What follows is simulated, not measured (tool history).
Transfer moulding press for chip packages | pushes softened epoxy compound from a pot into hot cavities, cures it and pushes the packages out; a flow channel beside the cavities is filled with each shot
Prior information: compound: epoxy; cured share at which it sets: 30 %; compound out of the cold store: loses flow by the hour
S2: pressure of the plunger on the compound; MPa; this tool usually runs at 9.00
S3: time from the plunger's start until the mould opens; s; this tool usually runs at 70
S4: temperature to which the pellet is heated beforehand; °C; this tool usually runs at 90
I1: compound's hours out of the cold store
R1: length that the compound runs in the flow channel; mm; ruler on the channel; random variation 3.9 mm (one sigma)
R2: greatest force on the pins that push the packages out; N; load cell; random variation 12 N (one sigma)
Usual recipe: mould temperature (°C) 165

Run 1, hour 0.0: usual settings; I1 21.3. Result: R1 786 mm, R2 761 N.
At hour 37.4: plunger's sealing rings changed.
At hour 65.8: mould's thermocouples calibrated.
At hour 67.3: cavities cleaned with cleaning compound and waxed.
Run 2, hour 68.7: usual settings; I1 33.2. Result: R1 775 mm, R2 1240 N.
At hour 138.5: cavities cleaned with cleaning compound and waxed.
Run 3, hour 142.0: usual settings but S2 8.17 MPa; I1 39.6. Result: R1 710 mm, R2 645 N.
Run 4, hour 192.7: usual settings but S2 8.17 MPa; I1 35.0. Result: R1 711 mm, R2 1051 N.
At hour 209.6: cavities cleaned with cleaning compound and waxed.
Run 5, hour 228.9: usual settings; I1 13.7. Result: R1 815 mm, R2 908 N.
Run 6, hour 264.6: usual settings but S4 83 °C; I1 22.3. Result: R1 779 mm, R2 1152 N.
At hour 279.2: plunger's sealing rings changed.
At hour 280.7: cavities cleaned with cleaning compound and waxed.
Run 7, hour 302.6: usual settings but S4 83 °C; I1 21.1. Result: R1 835 mm, R2 950 N.
Run 8, hour 337.5: usual settings but S4 92 °C; I1 12.8. Result: R1 856 mm, R2 1143 N.
At hour 351.1: cavities cleaned with cleaning compound and waxed.
Run 9, hour 373.8: usual settings but S4 92 °C; I1 20.3. Result: R1 813 mm, R2 914 N.
At hour 379.6: cavities cleaned with cleaning compound and waxed, once more.
Run 10, hour 410.7: usual settings but S3 104 s, S4 92 °C; I1 31.8. Result: R1 767 mm, R2 786 N.
At hour 450.9: cavities cleaned with cleaning compound and waxed.
Run 11, hour 466.8: usual settings but S3 104 s, S4 92 °C; I1 31.7. Result: R1 747 mm, R2 655 N.
At hour 518.7: plunger's sealing rings changed.
At hour 523.8: cavities cleaned with cleaning compound and waxed.
Run 12, hour 531.5: usual settings but S3 104 s, S4 92 °C; I1 20.0. Result: R1 840 mm, R2 589 N.
At hour 554.5: mould's thermocouples calibrated.
Run 13, hour 569.0: usual settings but S2 9.81 MPa; I1 32.9. Result: R1 809 mm, R2 1023 N.
At hour 597.1: cavities cleaned with cleaning compound and waxed.
Run 14, hour 618.5: usual settings but S2 9.81 MPa; I1 16.3. Result: R1 873 mm, R2 907 N.
At hour 671.1: cavities cleaned with cleaning compound and waxed.
Run 15, hour 672.2: usual settings but mould temperature (°C) 159, S2 9.81 MPa, S3 98 s, S4 94 °C; I1 17.1. Result: R1 868 mm, R2 523 N.
Run 16, hour 710.3: usual settings but mould temperature (°C) 159, S2 9.81 MPa, S3 56 s, S4 87 °C; I1 46.3. Result: R1 754 mm, R2 2297 N.
At hour 741.2: cavities cleaned with cleaning compound and waxed.
At hour 757.7: plunger's sealing rings changed.
Run 17, hour 757.7: usual settings but mould temperature (°C) 159, S2 9.81 MPa, S3 56 s, S4 82 °C; I1 17.6. Result: R1 920 mm, R2 2014 N.
At hour 813.0: cavities cleaned with cleaning compound and waxed.
Run 18, hour 831.3: usual settings but mould temperature (°C) 163, S2 9.80 MPa, S3 100 s, S4 99 °C; I1 25.2. Result: R1 838 mm, R2 670 N.
At hour 886.5: cavities cleaned with cleaning compound and waxed.
Run 19, hour 892.4: usual settings but mould temperature (°C) 172, S2 9.42 MPa; I1 25.2. Result: R1 777 mm, R2 555 N.
Run 20, hour 927.3: usual settings but mould temperature (°C) 173; I1 29.8. Result: R1 736 mm, R2 805 N.
At hour 958.6: cavities cleaned with cleaning compound and waxed.
Run 21, hour 981.4: usual settings but mould temperature (°C) 169, S3 74 s, S4 94 °C; I1 47.8. Result: R1 667 mm, R2 719 N.
At hour 991.8: plunger's sealing rings changed.
At hour 1034.7: cavities cleaned with cleaning compound and waxed.
At hour 1040.7: mould's thermocouples calibrated.
Run 22, hour 1057.9: usual settings but mould temperature (°C) 158, S2 9.03 MPa, S3 74 s, S4 93 °C; I1 29.4. Result: R1 815 mm, R2 1206 N.
At hour 1107.0: cavities cleaned with cleaning compound and waxed.
Run 23, hour 1115.0: usual settings but mould temperature (°C) 160, S2 9.03 MPa, S3 74 s, S4 93 °C; I1 41.6. Result: R1 750 mm, R2 899 N.
At hour 1177.5: cavities cleaned with cleaning compound and waxed.
Run 24, hour 1179.1: usual settings but mould temperature (°C) 160, S2 9.03 MPa, S3 74 s, S4 93 °C; I1 15.7. Result: R1 840 mm, R2 804 N.
Run 25, hour 1213.4: usual settings but mould temperature (°C) 160, S2 9.03 MPa, S3 74 s, S4 96 °C; I1 40.2. Result: R1 720 mm, R2 1164 N.
At hour 1229.1: plunger's sealing rings changed.
At hour 1250.6: cavities cleaned with cleaning compound and waxed.
Run 26, hour 1275.5: usual settings but mould temperature (°C) 160, S2 9.03 MPa, S3 74 s, S4 96 °C; I1 30.5. Result: R1 805 mm, R2 1150 N.

3 ways to go on from here, each from the tool as it stands after run 26. What would each give?
At hour 1319.5: cavities cleaned with cleaning compound and waxed.
Run A, hour 1333.5: usual settings but mould temperature (°C) 167, S2 7.90 MPa; I1 10.1. Result: R1 ?, R2 ?.
At hour 1319.5: cavities cleaned with cleaning compound and waxed.
Run B, hour 1333.5: usual settings but S2 8.12 MPa, S3 68 s, S4 93 °C; I1 28.3. Result: R1 ?, R2 ?.
At hour 1319.5: cavities cleaned with cleaning compound and waxed.
Run C, hour 1333.5: usual settings but mould temperature (°C) 168; I1 33.0. Result: R1 ?, R2 ?.

run   R1   R2
  A  794  791
  B  744  853
  C  758  743
Stripped of hidden state, with their random variation kept, the same runs would have yielded:
run   R1   R2
  A  820  544
  B  768  586
  C  783  516
